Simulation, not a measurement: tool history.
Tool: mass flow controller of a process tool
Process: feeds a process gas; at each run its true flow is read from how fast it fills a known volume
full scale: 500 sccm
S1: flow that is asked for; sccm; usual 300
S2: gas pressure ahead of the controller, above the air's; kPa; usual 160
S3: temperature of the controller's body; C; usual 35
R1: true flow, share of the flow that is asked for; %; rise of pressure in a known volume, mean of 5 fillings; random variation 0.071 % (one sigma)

run 1 hour=0 | S1=300 S2=160 S3=35 | R1=100.51
run 2 hour=259.4 | S1=300 S2=160 S3=35 | R1=100.41
run 3 hour=561.1 | S1=300 S2=160 S3=35 | R1=100.57
run 4 hour=748 | S1=300 S2=245 S3=35 | R1=100.53
run 5 hour=1053.3 | S1=300 S2=160 S3=35 | R1=100.55
run 6 hour=1366.5 | S1=300 S2=160 S3=35 | R1=100.84
run 7 hour=1678.9 | S1=300 S2=160 S3=35 | R1=100.76
run 8 hour=1873.5 | S1=300 S2=160 S3=35 | R1=100.76
run 9 hour=2128.7 | S1=300 S2=160 S3=35 | R1=100.81
run 10 hour=2356.5 | S1=300 S2=160 S3=26 | R1=99.96
run 11 hour=2520.2 | S1=300 S2=160 S3=26 | R1=100.01
run 12 hour=2763.4 | S1=300 S2=194 S3=35 | R1=101.03
run 13 hour=2912.2 | S1=300 S2=194 S3=35 | R1=101.17
run 14 hour=3141.6 | S1=300 S2=160 S3=35 | R1=101.22
run 15 hour=3389.2 | S1=300 S2=160 S3=35 | R1=101.4
run 16 hour=3651.5 | S1=300 S2=160 S3=35 | R1=101.4
run 17 hour=3938.1 | S1=442 S2=160 S3=35 | R1=101.74
run 18 hour=4157.4 | S1=300 S2=160 S3=35 | R1=101.45
run 19 hour=4370.3 | S1=300 S2=160 S3=35 | R1=101.41
run 20 hour=4533.2 | S1=124 S2=160 S3=28 | R1=100.88
run 21 hour=4716.6 | S1=124 S2=160 S3=28 | R1=101.02
run 22 hour=5003.1 | S1=233 S2=160 S3=28 | R1=100.82
run 23 hour=5255.1 | S1=90 S2=160 S3=25 | R1=101.31
run 24 hour=5536.4 | S1=90 S2=160 S3=25 | R1=101.51
run 25 hour=5753 | S1=90 S2=160 S3=36 | R1=102.89
run 26 hour=5899.9 | S1=280 S2=141 S3=35 | R1=101.94
run 27 hour=6191.2 | S1=432 S2=266 S3=20 | R1=100.34
run 28 hour=6412.1 | S1=432 S2=266 S3=20 | R1=100.48
run 29 hour=6589.8 | S1=93 S2=280 S3=34 | R1=102.78
run 30 hour=6843.1 | S1=197 S2=270 S3=38 | R1=102.4
run 31 hour=7064.9 | S1=197 S2=277 S3=26 | R1=101.05
run 32 hour=7266.8 | S1=124 S2=198 S3=30 | R1=102.16
run 33 hour=7466 | S1=300 S2=269 S3=35 | R1=102.13
run 34 hour=7633.3 | S1=78 S2=160 S3=35 | R1=104.14
run 35 hour=7914.7 | S1=78 S2=157 S3=40 | R1=104.92
run 36 hour=8224.8 | S1=78 S2=157 S3=40 | R1=104.94
run 37 hour=8423.8 | S1=78 S2=157 S3=40 | R1=105.04
run 38 hour=8678.9 | S1=300 S2=170 S3=20 | R1=100.92

Measured less the same run without the tool's hidden state. The same run-to-run variation is in both; the gauge's scatter may not be:
The hidden state here: flow at rest that the sensor doesn't see, % of full scale; true flow over the shown one, %; drift of the gauge itself on true_pct, %.
run=1 R1=+0.06
run=2 R1=+0.12
run=3 R1=+0.19
run=4 R1=+0.23
run=5 R1=+0.31
run=6 R1=+0.39
run=7 R1=+0.46
run=8 R1=+0.51
run=9 R1=+0.57
run=10 R1=+0.62
run=11 R1=+0.66
run=12 R1=+0.72
run=13 R1=+0.76
run=14 R1=+0.82
run=15 R1=+0.87
run=16 R1=+0.94
run=17 R1=+0.85
run=18 R1=+1.06
run=19 R1=+1.12
run=20 R1=+1.96
run=21 R1=+2.05
run=22 R1=+1.46
run=23 R1=+2.87
run=24 R1=+3.02
run=25 R1=+3.13
run=26 R1=+1.55
run=27 R1=+1.33
run=28 R1=+1.38
run=29 R1=+3.47
run=30 R1=+2.16
run=31 R1=+2.23
run=32 R1=+3.09
run=33 R1=+1.88
run=34 R1=+4.57
run=35 R1=+4.73
run=36 R1=+4.9
run=37 R1=+5.01
run=38 R1=+2.17
